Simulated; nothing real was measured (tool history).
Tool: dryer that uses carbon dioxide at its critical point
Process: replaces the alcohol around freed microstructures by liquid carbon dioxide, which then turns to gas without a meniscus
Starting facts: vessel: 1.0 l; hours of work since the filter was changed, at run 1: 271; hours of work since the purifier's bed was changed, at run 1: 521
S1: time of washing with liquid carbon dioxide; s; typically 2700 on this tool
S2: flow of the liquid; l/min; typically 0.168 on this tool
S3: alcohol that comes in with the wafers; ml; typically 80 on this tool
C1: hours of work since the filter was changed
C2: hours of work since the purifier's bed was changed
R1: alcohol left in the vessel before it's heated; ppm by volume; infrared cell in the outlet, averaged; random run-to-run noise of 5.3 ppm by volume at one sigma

run	hour	S1	S2	S3	C1	C2	R1
1	0.0	2700	0.168	80	271	521	370
2	26.1	2700	0.168	80	287	537	390
3	43.7	2700	0.168	80	298	548	375
4	56.9	2700	0.168	80	307	556	397
5	73.4	2760	0.168	80	317	567	378
6	87.2	2760	0.168	80	325	575	368
7	105.0	2700	0.168	80	337	586	424
8	132.6	2700	0.168	80	354	604	437
9	157.4	2700	0.168	80	369	619	464
10	168.5	2580	0.168	80	376	626	536
11	195.9	2580	0.168	80	393	643	545
12	207.2	2580	0.168	80	401	650	558
13	220.0	2700	0.168	40	409	658	356
14	244.8	2700	0.168	80	424	674	501
15	257.6	2700	0.168	80	432	682	512
16	278.6	1920	0.168	80	445	695	1708
17	290.7	1920	0.168	80	453	702	1707
18	302.3	2700	0.168	80	460	710	528
19	321.8	2700	0.168	80	472	722	550
20	334.9	2700	0.168	80	480	730	552
21	355.6	2700	0.193	80	493	743	364
22	367.6	2700	0.193	80	501	751	389
23	380.8	2700	0.193	80	509	759	383
24	400.8	2700	0.193	80	522	771	402
25	424.7	4320	0.248	42	537	786	240
26	452.1	1680	0.130	80	554	803	6503
# hour 455.7: inlet filter changed
27	465.3	1680	0.130	80	6	811	3958
28	486.2	1680	0.168	22	19	824	655
29	503.5	2700	0.168	63	30	835	378
30	526.7	2700	0.220	22	44	849	276
31	552.8	2700	0.220	22	61	866	284
32	572.5	4080	0.220	22	73	878	289
33	585.8	3780	0.285	24	81	886	291
# hour 605.1: purifier's bed changed
34	606.1	2820	0.168	80	92	1	112
35	631.2	4020	0.210	29	108	16	16
36	645.5	4020	0.210	29	117	25	17
37	660.3	4020	0.210	86	126	35	15
38	686.5	4020	0.210	86	142	51	30
39	706.6	1860	0.262	53	155	63	78
40	727.9	1860	0.262	53	168	77	87
41	740.6	1860	0.262	57	176	85	82
42	764.1	1860	0.245	57	191	99	142
43	779.7	4020	0.151	62	201	109	59
44	804.5	4140	0.254	27	216	125	43
45	825.1	1680	0.132	80	229	138	4328
46	847.7	1680	0.207	110	243	152	1060
47	868.4	2640	0.255	53	256	165	65

Each run again, without the hidden state but with its own random variation kept:
Hidden conditions of the tool in this case: flow that reaches the vessel past the clogged filter, %; alcohol in the recycled carbon dioxide, ppm; drift of the gauge itself on alcohol_ppm, %.
run	R1
1	122
2	123
3	109
4	114
5	98
6	92
7	119
8	117
9	122
10	165
11	154
12	155
13	67
14	119
15	120
16	765
17	758
18	112
19	117
20	120
21	38
22	46
23	46
24	46
25	0
26	3629
27	3664
28	379
29	99
30	0
31	11
32	4
33	6
34	92
35	10
36	8
37	3
38	12
39	41
40	44
41	35
42	76
43	14
44	1
45	3406
46	682
47	6
